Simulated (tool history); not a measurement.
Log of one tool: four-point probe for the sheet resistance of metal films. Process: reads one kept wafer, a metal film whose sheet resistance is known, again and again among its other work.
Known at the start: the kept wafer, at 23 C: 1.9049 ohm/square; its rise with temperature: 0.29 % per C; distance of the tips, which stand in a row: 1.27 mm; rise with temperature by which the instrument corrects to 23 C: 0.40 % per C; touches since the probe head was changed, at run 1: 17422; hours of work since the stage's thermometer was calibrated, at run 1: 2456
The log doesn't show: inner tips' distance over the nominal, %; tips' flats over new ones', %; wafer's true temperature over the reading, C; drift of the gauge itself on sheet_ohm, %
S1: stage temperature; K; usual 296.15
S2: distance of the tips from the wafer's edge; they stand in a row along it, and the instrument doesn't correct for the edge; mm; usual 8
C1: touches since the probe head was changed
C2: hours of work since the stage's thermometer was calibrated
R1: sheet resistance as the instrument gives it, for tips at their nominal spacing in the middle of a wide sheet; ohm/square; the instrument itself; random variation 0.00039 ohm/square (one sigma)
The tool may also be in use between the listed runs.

| run | hour | S1 | S2 | C1 | C2 | R1 |
|---|---|---|---|---|---|---|
| 1 | 0.0 | 296.15 | 8 | 17422 | 2456 | 1.938932 |
| 2 | 48.1 | 296.15 | 8 | 18856 | 2490 | 1.938903 |
| 3 | 84.1 | 296.15 | 8 | 19927 | 2515 | 1.938876 |
| 4 | 108.7 | 304.15 | 8 | 20661 | 2533 | 1.923163 |
| 5 | 135.2 | 292.15 | 8 | 21450 | 2551 | 1.947729 |
| 6 | 165.7 | 292.15 | 19 | 22359 | 2572 | 1.926391 |
| 7 | 207.4 | 301.15 | 19 | 23599 | 2602 | 1.907527 |
| 8 | 227.0 | 301.15 | 19 | 24185 | 2615 | 1.907591 |
| 9 | 262.2 | 296.15 | 8 | 25232 | 2640 | 1.939291 |
| 10 | 284.6 | 296.15 | 8 | 25901 | 2656 | 1.938573 |
| 11 | 325.1 | 296.15 | 8 | 27105 | 2684 | 1.938352 |
| 12 | 369.2 | 296.15 | 8 | 28421 | 2715 | 1.939133 |
| 13 | 405.2 | 296.15 | 8 | 29491 | 2740 | 1.938778 |
| 14 | 433.3 | 296.15 | 8 | 30328 | 2760 | 1.938004 |
|  | 472.0 | stage's thermometer calibrated |
| 15 | 477.5 | 306.15 | 8 | 31630 | 4 | 1.921938 |
| 16 | 509.3 | 306.15 | 8 | 32578 | 26 | 1.922425 |
| 17 | 531.3 | 306.15 | 8 | 33232 | 41 | 1.922041 |
| 18 | 560.8 | 306.15 | 8 | 34113 | 62 | 1.922291 |
| 19 | 594.2 | 306.15 | 8 | 35108 | 86 | 1.922367 |
| 20 | 625.8 | 306.15 | 8 | 36048 | 108 | 1.921784 |
| 21 | 662.9 | 306.15 | 8 | 37153 | 134 | 1.921667 |
|  | 685.3 | stage's thermometer calibrated, once more |
| 22 | 705.9 | 306.15 | 8 | 38420 | 14 | 1.912851 |
| 23 | 753.7 | 295.15 | 22 | 39843 | 48 | 1.911757 |
| 24 | 785.9 | 293.15 | 72 | 40801 | 70 | 1.913517 |
| 25 | 818.9 | 293.15 | 72 | 41784 | 93 | 1.913958 |
| 26 | 847.0 | 305.15 | 8 | 42622 | 113 | 1.913734 |
| 27 | 879.8 | 295.15 | 16 | 43598 | 136 | 1.915560 |
| 28 | 919.9 | 293.15 | 8 | 44795 | 164 | 1.938411 |
| 29 | 961.9 | 294.15 | 7 | 46044 | 194 | 1.944330 |
| 30 | 1003.5 | 294.15 | 24 | 47285 | 223 | 1.914326 |
| 31 | 1044.6 | 294.15 | 24 | 48508 | 251 | 1.913808 |
| 32 | 1081.7 | 306.15 | 15 | 49615 | 277 | 1.894686 |
| 33 | 1106.2 | 304.15 | 29 | 50344 | 295 | 1.892467 |
| 34 | 1134.8 | 304.15 | 15 | 51195 | 315 | 1.898515 |
| 35 | 1158.8 | 304.15 | 15 | 51912 | 331 | 1.898179 |
| 36 | 1187.8 | 295.15 | 45 | 52773 | 352 | 1.909605 |
| 37 | 1215.3 | 304.15 | 26 | 53595 | 371 | 1.893663 |
| 38 | 1243.1 | 295.15 | 6 | 54422 | 390 | 1.953627 |
| 39 | 1288.6 | 296.15 | 5 | 55778 | 422 | 1.970912 |
| 40 | 1311.4 | 294.15 | 10 | 56456 | 438 | 1.927496 |
| 41 | 1343.9 | 294.15 | 10 | 57424 | 461 | 1.926890 |
| 42 | 1382.9 | 294.15 | 10 | 58585 | 488 | 1.926973 |
| 43 | 1406.8 | 297.15 | 8 | 59298 | 505 | 1.929756 |
| 44 | 1437.9 | 297.15 | 69 | 60224 | 527 | 1.904921 |

Hidden state at the last listed run before each entry between runs and at the first one after, where it differs:
Between runs 14 and 15: stage's thermometer calibrated (hour 472.0)
  inner tips' distance over the nominal, %: 0.113 -> 0.108; tips' flats over new ones', %: 19 -> 20; wafer's true temperature over the reading, C: 1.02 -> 1.68
  measured less the result without the state, R1: +0.008152 -> +0.011425 ohm/square
Between runs 21 and 22: stage's thermometer calibrated, once more (hour 685.3)
  inner tips' distance over the nominal, %: 0.086 -> 0.081; tips' flats over new ones', %: 23 -> 24; wafer's true temperature over the reading, C: 1.73 -> 0.08
  measured less the result without the state, R1: +0.011255 -> +0.002108 ohm/square
